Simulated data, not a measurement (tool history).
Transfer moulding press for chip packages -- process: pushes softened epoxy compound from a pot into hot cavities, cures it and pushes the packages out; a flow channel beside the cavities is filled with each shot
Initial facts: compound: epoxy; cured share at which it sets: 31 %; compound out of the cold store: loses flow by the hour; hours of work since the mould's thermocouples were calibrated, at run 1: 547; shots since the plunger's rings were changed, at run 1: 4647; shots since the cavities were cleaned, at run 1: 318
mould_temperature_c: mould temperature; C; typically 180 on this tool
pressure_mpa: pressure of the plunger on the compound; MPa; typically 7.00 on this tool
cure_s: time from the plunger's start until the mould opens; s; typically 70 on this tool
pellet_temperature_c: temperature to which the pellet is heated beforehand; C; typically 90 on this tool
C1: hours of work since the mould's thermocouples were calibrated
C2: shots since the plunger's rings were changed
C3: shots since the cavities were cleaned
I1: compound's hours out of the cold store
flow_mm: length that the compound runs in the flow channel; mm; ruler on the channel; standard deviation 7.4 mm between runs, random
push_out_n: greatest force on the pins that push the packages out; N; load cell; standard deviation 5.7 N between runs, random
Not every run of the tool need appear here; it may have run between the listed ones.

Run 1, day 0.000: usual settings; C1 547; C2 4647; C3 318; I1 11.4. Result: flow_mm 794 mm, push_out_n 290 N.
Run 2, day 1.488: usual settings; C1 561; C2 4977; C3 648; I1 29.2. Result: flow_mm 760 mm, push_out_n 346 N.
At day 2.192: cavities cleaned with cleaning compound and waxed.
Run 3, day 3.221: usual settings but pressure_mpa 8.44 MPa; C1 577; C2 5348; C3 228; I1 10.4. Result: flow_mm 870 mm, push_out_n 420 N.
Run 4, day 4.629: usual settings but pressure_mpa 8.44 MPa; C1 591; C2 5661; C3 541; I1 27.6. Result: flow_mm 811 mm, push_out_n 431 N.
At day 5.904: cavities cleaned with cleaning compound and waxed.
Run 5, day 6.492: usual settings but pressure_mpa 8.44 MPa; C1 608; C2 6061; C3 130; I1 27.6. Result: flow_mm 813 mm, push_out_n 226 N.
At day 8.212: plunger's sealing rings changed.
Run 6, day 8.362: usual settings but pressure_mpa 8.44 MPa; C1 625; C2 34; C3 523; I1 35.9. Result: flow_mm 891 mm, push_out_n 301 N.
At day 9.692: cavities cleaned with cleaning compound and waxed.
Run 7, day 9.946: usual settings; C1 640; C2 371; C3 57; I1 18.8. Result: flow_mm 864 mm, push_out_n 219 N.
At day 12.096: cavities cleaned with cleaning compound and waxed, once more.
Run 8, day 12.454: usual settings; C1 663; C2 914; C3 79; I1 17.7. Result: flow_mm 855 mm, push_out_n 216 N.
Run 9, day 13.746: usual settings; C1 676; C2 1201; C3 366; I1 44.5. Result: flow_mm 781 mm, push_out_n 276 N.
At day 15.850: cavities cleaned with cleaning compound and waxed.
Run 10, day 16.608: usual settings but cure_s 52 s; C1 703; C2 1823; C3 169; I1 30.7. Result: flow_mm 812 mm, push_out_n 429 N.
Run 11, day 18.971: usual settings but cure_s 52 s; C1 725; C2 2347; C3 693; I1 42.0. Result: flow_mm 764 mm, push_out_n 606 N.
At day 19.533: cavities cleaned with cleaning compound and waxed.
Run 12, day 21.817: usual settings but cure_s 52 s; C1 752; C2 2966; C3 508; I1 25.6. Result: flow_mm 815 mm, push_out_n 596 N.
At day 23.229: cavities cleaned with cleaning compound and waxed.
Run 13, day 24.021: usual settings but cure_s 52 s; C1 773; C2 3441; C3 176; I1 14.9. Result: flow_mm 823 mm, push_out_n 460 N.
At day 25.292: mould's thermocouples calibrated.
Run 14, day 26.200: usual settings but cure_s 52 s; C1 9; C2 3907; C3 642; I1 24.9. Result: flow_mm 784 mm, push_out_n 651 N.
At day 26.917: cavities cleaned with cleaning compound and waxed.
Run 15, day 29.121: usual settings but cure_s 52 s; C1 36; C2 4541; C3 489; I1 21.2. Result: flow_mm 782 mm, push_out_n 621 N.
At day 30.683: cavities cleaned with cleaning compound and waxed.
Run 16, day 30.967: usual settings but mould_temperature_c 172 C; C1 54; C2 4937; C3 62; I1 29.7. Result: flow_mm 783 mm, push_out_n 340 N.
Run 17, day 32.208: usual settings but pressure_mpa 5.47 MPa; C1 66; C2 5213; C3 338; I1 34.2. Result: flow_mm 663 mm, push_out_n 282 N.
Run 18, day 34.208: usual settings but pressure_mpa 5.47 MPa, pellet_temperature_c 82 C; C1 85; C2 5657; C3 782; I1 8.5. Result: flow_mm 708 mm, push_out_n 369 N.
At day 34.396: cavities cleaned with cleaning compound and waxed.
Run 19, day 35.488: usual settings but pressure_mpa 5.47 MPa, pellet_temperature_c 82 C; C1 97; C2 5927; C3 242; I1 47.7. Result: flow_mm 636 mm, push_out_n 261 N.
Run 20, day 37.150: usual settings but pressure_mpa 5.47 MPa, pellet_temperature_c 82 C; C1 113; C2 6296; C3 611; I1 41.1. Result: flow_mm 632 mm, push_out_n 346 N.
At day 37.746: plunger's sealing rings changed.
At day 38.308: cavities cleaned with cleaning compound and waxed.
Run 21, day 39.833: usual settings but pressure_mpa 5.47 MPa, pellet_temperature_c 82 C; C1 137; C2 450; C3 339; I1 29.9. Result: flow_mm 718 mm, push_out_n 288 N.
Run 22, day 41.779: usual settings but pressure_mpa 5.47 MPa, pellet_temperature_c 82 C; C1 156; C2 882; C3 771; I1 23.1. Result: flow_mm 738 mm, push_out_n 358 N.
At day 42.000: cavities cleaned with cleaning compound and waxed.
Run 23, day 43.596: usual settings but mould_temperature_c 186 C, cure_s 59 s; C1 173; C2 1271; C3 355; I1 17.7. Result: flow_mm 840 mm, push_out_n 295 N.
Run 24, day 45.004: usual settings but mould_temperature_c 183 C, pellet_temperature_c 82 C; C1 186; C2 1584; C3 668; I1 29.3. Result: flow_mm 805 mm, push_out_n 326 N.
At day 45.692: cavities cleaned with cleaning compound and waxed.
Run 25, day 47.742: usual settings but mould_temperature_c 188 C, pellet_temperature_c 88 C; C1 212; C2 2178; C3 455; I1 12.6. Result: flow_mm 817 mm, push_out_n 266 N.
At day 49.362: cavities cleaned with cleaning compound and waxed.
Run 26, day 50.404: usual settings but mould_temperature_c 174 C, pressure_mpa 6.48 MPa, cure_s 81 s; C1 237; C2 2755; C3 232; I1 32.9. Result: flow_mm 768 mm, push_out_n 278 N.
Run 27, day 52.246: usual settings but mould_temperature_c 174 C, pressure_mpa 6.48 MPa, cure_s 81 s; C1 255; C2 3164; C3 641; I1 27.6. Result: flow_mm 777 mm, push_out_n 347 N.
At day 53.021: cavities cleaned with cleaning compound and waxed.
Run 28, day 54.292: usual settings but mould_temperature_c 174 C, pressure_mpa 6.48 MPa, cure_s 81 s, pellet_temperature_c 97 C; C1 274; C2 3604; C3 282; I1 10.7. Result: flow_mm 816 mm, push_out_n 287 N.

What if the next run were any one of these 3? Each begins from the tool's condition after run 28:
Run A, day 56.096: usual settings but mould_temperature_c 174 C, pressure_mpa 8.48 MPa, cure_s 97 s, pellet_temperature_c 89 C; C1 291; C2 4005; C3 683; I1 10.3. Result: flow_mm ?, push_out_n ?.
Run B, day 56.096: usual settings but mould_temperature_c 178 C, pressure_mpa 8.37 MPa, pellet_temperature_c 96 C; C1 291; C2 4005; C3 683; I1 27.2. Result: flow_mm ?, push_out_n ?.
Run C, day 56.096: usual settings but mould_temperature_c 174 C, pressure_mpa 7.54 MPa, cure_s 50 s, pellet_temperature_c 97 C; C1 291; C2 4005; C3 683; I1 14.1. Result: flow_mm ?, push_out_n ?.

run  flow_mm  push_out_n
  A      943         306
  B      862         385
  C      853        1034
The same runs, with their run-to-run variation unchanged, on a tool lacking any hidden condition would have given:
run  flow_mm  push_out_n
  A     1004         177
  B      918         219
  C      908         590
